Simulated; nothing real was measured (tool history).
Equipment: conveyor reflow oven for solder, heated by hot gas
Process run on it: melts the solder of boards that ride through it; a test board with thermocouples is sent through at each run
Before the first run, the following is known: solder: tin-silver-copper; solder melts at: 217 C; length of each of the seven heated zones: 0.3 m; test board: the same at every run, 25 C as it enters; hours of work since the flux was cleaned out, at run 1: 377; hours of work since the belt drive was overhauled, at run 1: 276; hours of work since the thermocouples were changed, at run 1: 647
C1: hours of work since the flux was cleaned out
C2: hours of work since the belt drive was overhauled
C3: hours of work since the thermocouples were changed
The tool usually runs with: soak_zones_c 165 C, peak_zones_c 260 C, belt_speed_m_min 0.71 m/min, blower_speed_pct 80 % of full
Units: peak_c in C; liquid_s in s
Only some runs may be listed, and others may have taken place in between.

{"run": 1, "hour": 0.0, "soak_zones_c": 165, "peak_zones_c": 260, "belt_speed_m_min": 0.71, "blower_speed_pct": 80, "C1": 377, "C2": 276, "C3": 647, "peak_c": 244.3, "liquid_s": 32.5}
{"run": 2, "hour": 24.3, "soak_zones_c": 165, "peak_zones_c": 274, "belt_speed_m_min": 0.71, "blower_speed_pct": 80, "C1": 395, "C2": 294, "C3": 665, "peak_c": 257.6, "liquid_s": 38.4}
{"run": 3, "hour": 38.6, "soak_zones_c": 165, "peak_zones_c": 274, "belt_speed_m_min": 0.71, "blower_speed_pct": 80, "C1": 406, "C2": 305, "C3": 676, "peak_c": 257.1, "liquid_s": 37.4}
{"run": 4, "hour": 61.7, "soak_zones_c": 165, "peak_zones_c": 274, "belt_speed_m_min": 0.71, "blower_speed_pct": 80, "C1": 424, "C2": 323, "C3": 693, "peak_c": 257.2, "liquid_s": 38.4}
{"run": 5, "hour": 79.4, "soak_zones_c": 165, "peak_zones_c": 260, "belt_speed_m_min": 0.71, "blower_speed_pct": 80, "C1": 437, "C2": 336, "C3": 707, "peak_c": 244.6, "liquid_s": 32.4}
{"run": 6, "hour": 106.2, "soak_zones_c": 165, "peak_zones_c": 260, "belt_speed_m_min": 0.71, "blower_speed_pct": 80, "C1": 457, "C2": 356, "C3": 727, "peak_c": 245.3, "liquid_s": 32.5}
{"hour": 117.4, "done": "thermocouples of zones 6 and 7 changed"}
{"run": 7, "hour": 138.1, "soak_zones_c": 165, "peak_zones_c": 260, "belt_speed_m_min": 0.71, "blower_speed_pct": 80, "C1": 480, "C2": 379, "C3": 16, "peak_c": 246.1, "liquid_s": 32.4}
{"hour": 155.5, "done": "flux residue cleaned out of gas plates and filters"}
{"run": 8, "hour": 175.2, "soak_zones_c": 165, "peak_zones_c": 248, "belt_speed_m_min": 0.775, "blower_speed_pct": 55, "C1": 15, "C2": 403, "C3": 40, "peak_c": 227.1, "liquid_s": 14.5}

Estimate the outcome of run 9 from the log above:
{"run": 9, "hour": 202.9, "soak_zones_c": 151, "peak_zones_c": 260, "belt_speed_m_min": 0.624, "blower_speed_pct": 79, "C1": 36, "C2": 424, "C3": 61, "peak_c": "?", "liquid_s": "?"}

Run 9 measured peak_c 246.6 C, liquid_s 37.4 s.
Take away the tool's hidden state, keep the run-to-run variation as it was, and the same run would have given peak_c 246.6 C, liquid_s 37.4 s.

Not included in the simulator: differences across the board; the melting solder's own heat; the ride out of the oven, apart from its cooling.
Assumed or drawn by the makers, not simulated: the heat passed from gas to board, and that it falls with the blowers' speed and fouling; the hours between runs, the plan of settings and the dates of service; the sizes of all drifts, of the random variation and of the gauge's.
